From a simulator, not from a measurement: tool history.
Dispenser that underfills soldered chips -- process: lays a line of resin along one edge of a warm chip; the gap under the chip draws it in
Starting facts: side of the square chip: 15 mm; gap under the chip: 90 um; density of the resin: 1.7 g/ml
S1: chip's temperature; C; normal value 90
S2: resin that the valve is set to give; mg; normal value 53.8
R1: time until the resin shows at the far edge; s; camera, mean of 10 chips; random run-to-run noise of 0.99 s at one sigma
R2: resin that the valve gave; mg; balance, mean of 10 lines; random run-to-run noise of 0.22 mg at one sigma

run    day  S1    S2     R1     R2
  1  0.000  90  53.8  111.0  51.56
     0.146  -- new syringe of resin
  2  0.346  76  53.8  220.6  51.25
     0.488  -- new syringe of resin
  3  0.708  76  53.8  227.0  51.13
     0.821  -- new syringe of resin
  4  0.967  90  68.1  106.2  64.51
     1.171  -- new syringe of resin
  5  1.408  84  53.8  154.9  51.22
     1.496  -- new syringe of resin
     1.821  -- new syringe of resin
  6  1.821  84  53.8  132.1  50.44
     2.183  -- new syringe of resin
  7  2.217  84  53.8  131.4  50.15
     2.533  -- new syringe of resin
  8  2.667  84  53.8  149.4  50.26
     2.883  -- new syringe of resin
  9  3.121  84  53.8  155.3  49.88
     3.217  -- new syringe of resin
 10  3.362  90  56.4  109.4  51.96
     3.575  -- new syringe of resin
 11  3.829  90  47.5  123.6  43.53
     3.908  -- new syringe of resin
 12  4.179  90  47.5  125.3  43.58
     4.262  -- new syringe of resin
     4.596  -- new syringe of resin
 13  4.621  96  47.5   78.7  43.15

Difference, measured minus no-hidden-state, one row per run. Run-to-run variation is common to both terms; the gauge's own scatter need not be:
Hidden state at play: resin's viscosity, % of fresh resin's; dose that the valve gives, % of what is set; true chip temperature over the reading, C; drift of the gauge itself on fill_s, %; drift of the gauge itself on given_mg, %.
run     R1     R2
  1  +18.7  -2.23
  2  +34.6  -2.43
  3  +40.7  -2.61
  4  +12.9  -3.50
  5  +28.8  -3.03
  6   +4.5  -3.24
  7   +7.9  -3.45
  8  +22.8  -3.74
  9  +30.1  -4.00
 10  +16.2  -4.32
 11  +28.4  -3.89
 12  +28.6  -4.08
 13   +5.2  -4.29

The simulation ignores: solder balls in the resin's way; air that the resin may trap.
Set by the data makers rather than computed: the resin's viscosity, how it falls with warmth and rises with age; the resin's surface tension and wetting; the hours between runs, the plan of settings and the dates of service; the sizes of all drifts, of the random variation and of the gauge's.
